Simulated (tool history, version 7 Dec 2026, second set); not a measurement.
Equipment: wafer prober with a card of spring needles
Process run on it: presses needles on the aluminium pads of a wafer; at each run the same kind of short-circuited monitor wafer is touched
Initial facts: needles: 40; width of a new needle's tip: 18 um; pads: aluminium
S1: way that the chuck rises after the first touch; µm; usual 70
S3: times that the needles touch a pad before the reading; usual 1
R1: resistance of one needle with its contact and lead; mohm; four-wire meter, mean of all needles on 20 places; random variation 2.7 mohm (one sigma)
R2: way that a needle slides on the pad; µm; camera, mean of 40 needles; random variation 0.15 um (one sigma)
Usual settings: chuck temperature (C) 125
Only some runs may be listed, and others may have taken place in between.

Run 1, hour 0.0: usual settings. Result: R1 366 mohm, R2 12.96 µm.
At hour 3.7: tips cleaned on abrasive film.
At hour 10.0: tips cleaned on abrasive film.
At hour 16.4: tips cleaned on abrasive film.
At hour 22.7: tips cleaned on abrasive film.
At hour 29.0: tips cleaned on abrasive film.
At hour 35.3: tips cleaned on abrasive film.
At hour 41.7: tips cleaned on abrasive film.
At hour 48.0: tips cleaned on abrasive film.
Run 2, hour 52.6: usual settings. Result: R1 397 mohm, R2 12.90 µm.
At hour 54.0: tips cleaned on abrasive film.
At hour 60.3: tips cleaned on abrasive film.
At hour 66.6: tips cleaned on abrasive film.
At hour 72.9: tips cleaned on abrasive film.
At hour 79.3: tips cleaned on abrasive film.
At hour 85.6: tips cleaned on abrasive film.
At hour 90.7: tips cleaned on abrasive film.
At hour 97.0: tips cleaned on abrasive film.
At hour 103.3: tips cleaned on abrasive film.
Run 3, hour 104.2: usual settings. Result: R1 356 mohm, R2 13.06 µm.
At hour 109.3: tips cleaned on abrasive film.
At hour 115.6: tips cleaned on abrasive film.
At hour 122.0: tips cleaned on abrasive film.
At hour 127.1: tips cleaned on abrasive film.
At hour 133.4: tips cleaned on abrasive film.
At hour 139.7: tips cleaned on abrasive film.
At hour 146.0: tips cleaned on abrasive film.
At hour 151.1: tips cleaned on abrasive film.
At hour 157.4: tips cleaned on abrasive film.
Run 4, hour 162.4: usual settings. Result: R1 418 mohm, R2 12.40 µm.
At hour 163.7: tips cleaned on abrasive film.
At hour 170.1: tips cleaned on abrasive film.
At hour 176.4: tips cleaned on abrasive film.
At hour 181.5: tips cleaned on abrasive film.
At hour 187.8: tips cleaned on abrasive film.
At hour 192.9: tips cleaned on abrasive film.
At hour 199.2: tips cleaned on abrasive film.
At hour 205.5: tips cleaned on abrasive film.
At hour 211.9: tips cleaned on abrasive film.
At hour 218.2: tips cleaned on abrasive film.
Run 5, hour 218.3: usual settings. Result: R1 331 mohm, R2 12.49 µm.
At hour 223.3: tips cleaned on abrasive film.
At hour 228.4: tips cleaned on abrasive film.
At hour 234.8: tips cleaned on abrasive film.
At hour 239.8: tips cleaned on abrasive film.
At hour 246.2: tips cleaned on abrasive film.
At hour 252.5: tips cleaned on abrasive film.
At hour 258.8: tips cleaned on abrasive film.
At hour 264.5: tips cleaned on abrasive film.
Run 6, hour 264.5: usual settings. Result: R1 337 mohm, R2 12.58 µm.
At hour 270.9: tips cleaned on abrasive film.
At hour 277.2: tips cleaned on abrasive film.
At hour 283.5: tips cleaned on abrasive film.
At hour 289.8: tips cleaned on abrasive film.
At hour 296.2: tips cleaned on abrasive film.
Run 7, hour 298.2: usual settings but S3 3. Result: R1 347 mohm, R2 12.34 µm.
At hour 302.0: tips cleaned on abrasive film.
At hour 307.1: tips cleaned on abrasive film.
At hour 313.5: tips cleaned on abrasive film.
At hour 319.8: tips cleaned on abrasive film.
At hour 326.1: tips cleaned on abrasive film.
At hour 332.4: tips cleaned on abrasive film.
At hour 338.8: tips cleaned on abrasive film.
At hour 343.8: tips cleaned on abrasive film.
Run 8, hour 346.4: usual settings but S1 54 µm. Result: R1 459 mohm, R2 8.95 µm.
At hour 350.1: tips cleaned on abrasive film.
At hour 356.4: tips cleaned on abrasive film.
At hour 362.8: tips cleaned on abrasive film.
At hour 367.8: tips cleaned on abrasive film.
At hour 374.2: tips cleaned on abrasive film.
At hour 379.2: tips cleaned on abrasive film.
At hour 385.6: tips cleaned on abrasive film.
At hour 390.6: tips cleaned on abrasive film.
At hour 397.0: tips cleaned on abrasive film.
At hour 402.1: tips cleaned on abrasive film.
Run 9, hour 404.0: usual settings but chuck temperature (C) 61. Result: R1 379 mohm, R2 11.57 µm.
At hour 407.9: tips cleaned on abrasive film.
At hour 414.2: tips cleaned on abrasive film.
At hour 420.5: tips cleaned on abrasive film.
At hour 425.6: tips cleaned on abrasive film.
At hour 431.9: tips cleaned on abrasive film.
At hour 438.3: tips cleaned on abrasive film.
At hour 443.3: tips cleaned on abrasive film.
At hour 449.7: tips cleaned on abrasive film.
At hour 456.0: tips cleaned on abrasive film.
Run 10, hour 460.3: usual settings. Result: R1 427 mohm, R2 11.59 µm.
At hour 461.7: tips cleaned on abrasive film.
At hour 468.0: tips cleaned on abrasive film.
At hour 474.3: tips cleaned on abrasive film.
At hour 479.4: tips cleaned on abrasive film.
At hour 485.7: tips cleaned on abrasive film.
At hour 492.1: tips cleaned on abrasive film.
At hour 497.1: tips cleaned on abrasive film.
At hour 503.5: tips cleaned on abrasive film.
At hour 509.8: tips cleaned on abrasive film.
Run 11, hour 514.6: usual settings. Result: R1 442 mohm, R2 11.68 µm.
At hour 516.0: tips cleaned on abrasive film.
At hour 521.1: tips cleaned on abrasive film.
At hour 527.4: tips cleaned on abrasive film.
At hour 532.5: tips cleaned on abrasive film.
At hour 538.8: tips cleaned on abrasive film.
At hour 545.1: tips cleaned on abrasive film.
At hour 551.5: tips cleaned on abrasive film.
At hour 556.5: tips cleaned on abrasive film.
At hour 562.9: tips cleaned on abrasive film.
At hour 569.2: tips cleaned on abrasive film.
Run 12, hour 569.7: usual settings. Result: R1 357 mohm, R2 11.22 µm.
At hour 572.5: height of the first contact set anew.
At hour 575.1: tips cleaned on abrasive film.
At hour 581.4: tips cleaned on abrasive film.
At hour 587.7: tips cleaned on abrasive film.
At hour 594.1: tips cleaned on abrasive film.
At hour 599.2: tips cleaned on abrasive film.
At hour 605.5: tips cleaned on abrasive film.
At hour 611.8: tips cleaned on abrasive film.
At hour 617.5: tips cleaned on abrasive film.
Run 13, hour 617.5: usual settings but S1 85 µm, S3 3. Result: R1 319 mohm, R2 16.16 µm.
At hour 622.6: tips cleaned on abrasive film.
At hour 628.9: tips cleaned on abrasive film.
At hour 634.0: tips cleaned on abrasive film.
At hour 640.3: tips cleaned on abrasive film.
Run 14, hour 641.2: usual settings but S1 67 µm, chuck temperature (C) 29. Result: R1 330 mohm, R2 12.86 µm.
At hour 646.3: tips cleaned on abrasive film.
At hour 652.6: tips cleaned on abrasive film.
At hour 658.9: tips cleaned on abrasive film.
At hour 665.3: tips cleaned on abrasive film.
Run 15, hour 669.4: usual settings but S1 54 µm, chuck temperature (C) 63. Result: R1 464 mohm, R2 10.04 µm.
At hour 670.7: tips cleaned on abrasive film.
At hour 677.0: tips cleaned on abrasive film.
At hour 683.3: tips cleaned on abrasive film.
At hour 688.4: tips cleaned on abrasive film.
At hour 694.8: tips cleaned on abrasive film.
At hour 701.1: tips cleaned on abrasive film.
At hour 707.4: tips cleaned on abrasive film.
Run 16, hour 707.8: usual settings but S1 69 µm, chuck temperature (C) 49. Result: R1 313 mohm, R2 13.01 µm.
At hour 712.8: tips cleaned on abrasive film.
At hour 719.2: tips cleaned on abrasive film.
At hour 725.5: tips cleaned on abrasive film.
At hour 731.8: tips cleaned on abrasive film.
At hour 738.2: tips cleaned on abrasive film.
At hour 743.2: tips cleaned on abrasive film.
At hour 749.6: tips cleaned on abrasive film.
Run 17, hour 752.5: usual settings but S1 69 µm, chuck temperature (C) 26, S3 2. Result: R1 340 mohm, R2 12.89 µm.
At hour 755.1: tips cleaned on abrasive film.
At hour 761.4: tips cleaned on abrasive film.
At hour 766.5: tips cleaned on abrasive film.
At hour 772.8: tips cleaned on abrasive film.
At hour 779.2: tips cleaned on abrasive film.
At hour 785.5: tips cleaned on abrasive film.
At hour 791.8: tips cleaned on abrasive film.
Run 18, hour 796.7: usual settings but S1 68 µm, chuck temperature (C) 45, S3 2. Result: R1 382 mohm, R2 12.54 µm.
At hour 798.1: tips cleaned on abrasive film.
At hour 803.1: tips cleaned on abrasive film.
At hour 809.5: tips cleaned on abrasive film.
At hour 815.8: tips cleaned on abrasive film.
At hour 822.1: tips cleaned on abrasive film.
At hour 827.2: tips cleaned on abrasive film.
At hour 833.5: tips cleaned on abrasive film.
Run 19, hour 835.0: usual settings but S1 61 µm, chuck temperature (C) 33, S3 3. Result: R1 330 mohm, R2 11.26 µm.
At hour 838.9: tips cleaned on abrasive film.
At hour 845.2: tips cleaned on abrasive film.
At hour 851.5: tips cleaned on abrasive film.
At hour 856.6: tips cleaned on abrasive film.
At hour 862.9: tips cleaned on abrasive film.
At hour 869.3: tips cleaned on abrasive film.
At hour 875.6: tips cleaned on abrasive film.
At hour 880.7: tips cleaned on abrasive film.
At hour 887.0: tips cleaned on abrasive film.
At hour 899.0: card fitted with new needles.
Run 20, hour 901.8: usual settings but S1 71 µm, chuck temperature (C) 109. Result: R1 337 mohm, R2 13.63 µm.
At hour 904.4: tips cleaned on abrasive film.
At hour 910.7: tips cleaned on abrasive film.
At hour 915.8: tips cleaned on abrasive film.
At hour 922.1: tips cleaned on abrasive film.
At hour 928.4: tips cleaned on abrasive film.
At hour 934.7: tips cleaned on abrasive film.
At hour 939.8: tips cleaned on abrasive film.
At hour 946.2: tips cleaned on abrasive film.
At hour 952.5: tips cleaned on abrasive film.
Run 21, hour 955.4: usual settings but S1 71 µm, chuck temperature (C) 28. Result: R1 322 mohm, R2 13.53 µm.
At hour 958.0: tips cleaned on abrasive film.
At hour 964.3: tips cleaned on abrasive film.
At hour 970.6: tips cleaned on abrasive film.
At hour 977.0: tips cleaned on abrasive film.
At hour 983.3: tips cleaned on abrasive film.
Run 22, hour 984.8: usual settings but S1 71 µm, chuck temperature (C) 28. Result: R1 309 mohm, R2 13.47 µm.

Each row is a separate what-if for the run after 22, all from the same tool condition, not one after another. Results?
At hour 988.6: tips cleaned on abrasive film.
At hour 994.9: tips cleaned on abrasive film.
At hour 1001.3: tips cleaned on abrasive film.
At hour 1007.6: tips cleaned on abrasive film.
Run A, hour 1009.3: usual settings but S3 2. Result: R1 ?, R2 ?.
At hour 988.6: tips cleaned on abrasive film.
At hour 994.9: tips cleaned on abrasive film.
At hour 1001.3: tips cleaned on abrasive film.
At hour 1007.6: tips cleaned on abrasive film.
Run B, hour 1009.3: usual settings but S1 81 µm, chuck temperature (C) 28. Result: R1 ?, R2 ?.
At hour 988.6: tips cleaned on abrasive film.
At hour 994.9: tips cleaned on abrasive film.
At hour 1001.3: tips cleaned on abrasive film.
At hour 1007.6: tips cleaned on abrasive film.
Run C, hour 1009.3: usual settings but S1 71 µm, chuck temperature (C) 72. Result: R1 ?, R2 ?.

run   R1     R2
  A  338  12.93
  B  300  15.07
  C  329  13.16
Had the tool no hidden state, the same runs would have come out as:
run   R1     R2
  A  319  13.27
  B  274  15.42
  C  297  13.50

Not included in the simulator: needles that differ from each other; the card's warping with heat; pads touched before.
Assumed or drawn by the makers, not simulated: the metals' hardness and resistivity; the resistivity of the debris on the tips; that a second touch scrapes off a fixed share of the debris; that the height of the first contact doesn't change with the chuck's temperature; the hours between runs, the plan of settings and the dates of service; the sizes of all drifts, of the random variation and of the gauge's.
